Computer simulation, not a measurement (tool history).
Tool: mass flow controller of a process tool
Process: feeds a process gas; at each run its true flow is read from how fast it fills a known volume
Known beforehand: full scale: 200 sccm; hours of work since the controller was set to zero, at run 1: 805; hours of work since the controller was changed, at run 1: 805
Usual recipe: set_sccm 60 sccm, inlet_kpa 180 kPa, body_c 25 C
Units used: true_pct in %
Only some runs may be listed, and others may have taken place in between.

run,hour,set_sccm,inlet_kpa,body_c,hours of work since the controller was set to zero,hours of work since the controller was changed,true_pct
1,0,60,180,25,805,805,97.22
2,40.7,60,271,25,826,826,97.01
3,124.6,60,271,25,871,871,96.97
4,219.6,60,170,25,922,922,97.07
5,286.4,60,180,25,958,958,97.12
6,361.3,60,180,25,998,998,97.05
7,412.4,60,180,25,1026,1026,97.13
8,499.2,60,261,25,1072,1072,96.84
9,556.6,37,261,25,1103,1103,96.07
10,649.4,37,261,23,1153,1153,96.16
11,738.9,37,261,23,1200,1200,96.35
12,839.5,37,261,23,1254,1254,96.11
13,926,60,180,24,1301,1301,96.96
14,994.2,60,180,24,1337,1337,96.96
15,1091.1,60,180,24,1389,1389,96.92
# hour 1097: controller's zero set anew
16,1154.7,60,180,25,31,1423,96.79
17,1253.5,34,206,28,84,1476,95.56
18,1320.1,66,255,23,119,1511,96.72
19,1402,114,147,29,163,1555,97.59
20,1461.3,114,147,29,195,1587,97.56
# hour 1508: controller's zero set anew, once more
21,1537.1,92,240,37,16,1627,96.78
22,1629.3,26,192,20,65,1677,96.66

Run 23 is up next; what results do you expect?
23,1701,166,192,24,103,1715,?

true_pct: 98.65 %
Without the tool's hidden state the same run would have given true_pct 99.47 %.
